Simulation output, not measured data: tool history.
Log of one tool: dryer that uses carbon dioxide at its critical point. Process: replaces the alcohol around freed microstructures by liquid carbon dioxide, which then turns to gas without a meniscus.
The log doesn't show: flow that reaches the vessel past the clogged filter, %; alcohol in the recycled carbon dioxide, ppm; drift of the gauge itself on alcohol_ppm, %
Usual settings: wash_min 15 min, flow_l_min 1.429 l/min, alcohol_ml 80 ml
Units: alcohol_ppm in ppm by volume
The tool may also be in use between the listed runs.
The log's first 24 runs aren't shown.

run,hour,wash_min,flow_l_min,alcohol_ml,hours of work since the filter was changed,hours of work since the purifier's bed was changed,alcohol_ppm
25,324.1,13,1.870,52,96,284,155
26,338.1,15,2.100,44,104,292,112
27,354.1,17,1.700,80,113,301,151
28,370.5,12,0.980,80,123,311,1306
29,383.2,14,1.530,57,130,318,219
30,400.8,14,2.150,26,140,328,142
31,413.4,17,1.890,80,147,335,150
32,424.2,17,1.850,26,153,342,137
33,440.6,17,1.850,26,163,351,137
34,456.3,14,1.429,80,172,360,325
35,465.2,15,1.429,68,177,365,267
36,480.9,15,1.070,37,186,374,358
37,494.8,11,1.070,32,194,382,639

Forecast each of these 4 alternatives for the next run:
A,510.2,13,1.510,22,203,391,?
B,510.2,22,1.070,32,203,391,?
C,510.2,21,1.480,80,203,391,?
D,510.2,14,1.090,80,203,391,?

run,alcohol_ppm
A,227
B,184
C,170
D,723
Without the tool's hidden state the same runs would have given:
run,alcohol_ppm
A,59
B,25
C,12
D,466

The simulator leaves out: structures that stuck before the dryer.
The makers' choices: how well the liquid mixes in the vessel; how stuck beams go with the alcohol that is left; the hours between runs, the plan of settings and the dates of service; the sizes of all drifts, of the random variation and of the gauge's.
